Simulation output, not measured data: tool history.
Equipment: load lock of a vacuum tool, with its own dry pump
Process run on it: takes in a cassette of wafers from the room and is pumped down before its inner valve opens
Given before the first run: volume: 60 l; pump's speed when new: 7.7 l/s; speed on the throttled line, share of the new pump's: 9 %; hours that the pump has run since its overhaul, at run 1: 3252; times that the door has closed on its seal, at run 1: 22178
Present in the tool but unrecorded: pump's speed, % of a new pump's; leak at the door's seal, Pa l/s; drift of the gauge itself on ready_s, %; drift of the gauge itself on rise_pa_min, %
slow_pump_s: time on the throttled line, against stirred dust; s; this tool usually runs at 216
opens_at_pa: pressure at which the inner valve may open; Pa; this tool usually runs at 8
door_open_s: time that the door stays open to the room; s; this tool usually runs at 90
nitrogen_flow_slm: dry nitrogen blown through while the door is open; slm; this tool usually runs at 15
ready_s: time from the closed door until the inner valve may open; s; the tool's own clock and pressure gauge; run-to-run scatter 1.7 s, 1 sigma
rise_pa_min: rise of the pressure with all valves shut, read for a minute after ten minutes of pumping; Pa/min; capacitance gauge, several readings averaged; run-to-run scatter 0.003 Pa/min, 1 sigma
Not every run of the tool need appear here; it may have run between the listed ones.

run,hour,slow_pump_s,opens_at_pa,door_open_s,nitrogen_flow_slm,hours that the pump has run since its overhaul,times that the door has closed on its seal,"incoming humidity of the room's air, %",ready_s,rise_pa_min
1,0,216,8,90,15,3252,22178,44.3,272.5,0.275
2,45.6,216,8,90,15,3298,22312,46.6,273.7,0.28
3,104.2,216,8,90,15,3356,22484,43.6,272.8,0.271
4,193.9,216,8,90,15,3446,22748,43.8,274.1,0.283
5,243.5,216,8,90,15,3496,22894,46.1,273.3,0.286
6,324.8,216,8,32,8,3577,23133,45.4,274,0.291
7,419.3,216,8,32,8,3671,23411,44.6,271.7,0.297

Run 8 has not been measured yet. What should we expect?
8,471.8,216,8,32,8,3724,23565,47.5,?,?

{"run 8": {"ready_s": 274.8, "rise_pa_min": 0.3}}
With the hidden condition absent and the run-to-run variation left alone, this run would have shown ready_s 273.1 s, rise_pa_min 0.023 Pa/min.
